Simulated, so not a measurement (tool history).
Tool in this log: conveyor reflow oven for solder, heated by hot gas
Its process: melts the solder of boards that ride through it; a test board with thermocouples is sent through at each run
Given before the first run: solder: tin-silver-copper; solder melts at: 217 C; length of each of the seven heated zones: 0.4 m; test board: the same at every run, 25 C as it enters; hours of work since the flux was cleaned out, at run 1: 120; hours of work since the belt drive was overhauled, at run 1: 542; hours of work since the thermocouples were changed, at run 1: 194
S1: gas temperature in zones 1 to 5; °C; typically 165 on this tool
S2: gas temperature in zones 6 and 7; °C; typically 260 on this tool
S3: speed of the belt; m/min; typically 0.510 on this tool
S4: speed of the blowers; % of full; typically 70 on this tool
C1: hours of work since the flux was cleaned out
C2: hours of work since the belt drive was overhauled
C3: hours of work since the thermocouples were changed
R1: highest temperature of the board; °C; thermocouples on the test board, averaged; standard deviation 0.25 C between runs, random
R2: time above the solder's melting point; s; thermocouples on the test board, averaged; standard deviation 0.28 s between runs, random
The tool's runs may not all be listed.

Run 1, day 0.000: usual settings; C1 120; C2 542; C3 194. Result: R1 246.9 °C, R2 64.1 s.
Run 2, day 0.408: usual settings; C1 126; C2 548; C3 200. Result: R1 246.8 °C, R2 64.3 s.
Run 3, day 0.900: usual settings; C1 134; C2 555; C3 208. Result: R1 247.1 °C, R2 63.7 s.
Run 4, day 1.325: usual settings but S4 55 % of full; C1 140; C2 562; C3 214. Result: R1 244.6 °C, R2 60.4 s.
Run 5, day 2.033: usual settings but S4 55 % of full; C1 150; C2 572; C3 224. Result: R1 245.0 °C, R2 60.5 s.
Run 6, day 2.625: usual settings but S4 79 % of full; C1 159; C2 581; C3 233. Result: R1 248.3 °C, R2 65.5 s.
Run 7, day 3.042: usual settings but S4 79 % of full; C1 165; C2 587; C3 239. Result: R1 248.1 °C, R2 64.9 s.
Run 8, day 3.938: usual settings but S4 79 % of full; C1 179; C2 600; C3 253. Result: R1 246.9 °C, R2 65.0 s.
Run 9, day 4.800: usual settings; C1 191; C2 613; C3 265. Result: R1 246.2 °C, R2 63.6 s.
Run 10, day 5.592: usual settings but S3 0.533 m/min; C1 203; C2 625; C3 277. Result: R1 244.5 °C, R2 58.8 s.
Run 11, day 6.146: usual settings; C1 211; C2 633; C3 285. Result: R1 246.4 °C, R2 62.7 s.
Run 12, day 6.600: usual settings; C1 218; C2 640; C3 292. Result: R1 246.4 °C, R2 63.0 s.
Run 13, day 7.146: usual settings; C1 226; C2 648; C3 300. Result: R1 246.0 °C, R2 63.2 s.
Run 14, day 8.088: usual settings but S2 253 °C; C1 240; C2 662; C3 314. Result: R1 239.6 °C, R2 55.8 s.
Run 15, day 8.575: usual settings but S1 180 °C; C1 247; C2 669; C3 321. Result: R1 248.3 °C, R2 71.8 s.
Run 16, day 9.192: usual settings but S1 171 °C, S4 59 % of full; C1 256; C2 678; C3 330. Result: R1 245.0 °C, R2 63.3 s.
At day 9.425: belt drive overhauled, speed set with a stopwatch.
Run 17, day 9.779: usual settings but S1 151 °C, S3 0.445 m/min, S4 88 % of full; C1 263; C2 5; C3 337. Result: R1 249.4 °C, R2 73.7 s.
Run 18, day 10.225: usual settings but S1 171 °C, S2 254 °C, S3 0.445 m/min, S4 64 % of full; C1 269; C2 12; C3 343. Result: R1 244.1 °C, R2 74.2 s.
Run 19, day 11.017: usual settings but S1 171 °C, S2 254 °C, S3 0.445 m/min, S4 64 % of full; C1 281; C2 24; C3 355. Result: R1 243.4 °C, R2 74.6 s.
Run 20, day 11.867: usual settings but S1 174 °C, S2 263 °C, S4 53 % of full; C1 293; C2 36; C3 367. Result: R1 247.2 °C, R2 66.7 s.
Run 21, day 12.667: usual settings but S2 275 °C, S3 0.414 m/min; C1 305; C2 48; C3 379. Result: R1 265.2 °C, R2 97.6 s.
Run 22, day 13.629: usual settings but S1 161 °C, S4 59 % of full; C1 320; C2 62; C3 394. Result: R1 243.1 °C, R2 57.1 s.
Run 23, day 14.500: usual settings but S2 265 °C, S4 51 % of full; C1 332; C2 75; C3 406. Result: R1 247.0 °C, R2 62.5 s.
At day 14.750: belt drive overhauled, speed set with a stopwatch, once more.
At day 14.958: flux residue cleaned out of gas plates and filters.
Run 24, day 15.312: usual settings but S1 161 °C, S2 265 °C, S3 0.569 m/min, S4 51 % of full; C1 5; C2 5; C3 413. Result: R1 244.5 °C, R2 51.3 s.
Run 25, day 16.162: usual settings but S1 161 °C, S2 265 °C, S3 0.569 m/min, S4 51 % of full; C1 18; C2 18; C3 426. Result: R1 244.4 °C, R2 50.7 s.
Run 26, day 16.829: usual settings but S1 161 °C, S2 265 °C, S3 0.569 m/min, S4 51 % of full; C1 28; C2 28; C3 435. Result: R1 243.8 °C, R2 50.2 s.
Run 27, day 17.462: usual settings but S2 248 °C, S3 0.525 m/min, S4 53 % of full; C1 37; C2 37; C3 445. Result: R1 232.9 °C, R2 43.4 s.
Run 28, day 18.304: usual settings but S2 248 °C, S3 0.525 m/min, S4 53 % of full; C1 49; C2 49; C3 457. Result: R1 233.0 °C, R2 42.9 s.
Run 29, day 19.292: usual settings but S1 180 °C, S2 274 °C, S3 0.523 m/min, S4 66 % of full; C1 64; C2 64; C3 472. Result: R1 260.1 °C, R2 78.4 s.
Run 30, day 19.696: usual settings but S1 151 °C, S2 263 °C, S4 62 % of full; C1 70; C2 70; C3 478. Result: R1 246.6 °C, R2 57.4 s.

What if the next run were any one of these 3? Each begins from the tool's condition after run 30:
Run A, day 20.112: usual settings but S1 158 °C, S2 263 °C, S4 62 % of full; C1 76; C2 76; C3 484. Result: R1 ?, R2 ?.
Run B, day 20.112: usual settings but S1 151 °C, S2 263 °C, S3 0.572 m/min, S4 89 % of full; C1 76; C2 76; C3 484. Result: R1 ?, R2 ?.
Run C, day 20.112: usual settings but S1 155 °C, S2 263 °C, S3 0.608 m/min, S4 62 % of full; C1 76; C2 76; C3 484. Result: R1 ?, R2 ?.

run     R1    R2
  A  247.5  60.9
  B  246.5  51.2
  C  240.7  41.8
Stripped of hidden state, with their random variation kept, the same runs would have yielded:
run     R1    R2
  A  249.3  62.8
  B  248.5  53.1
  C  242.5  43.9
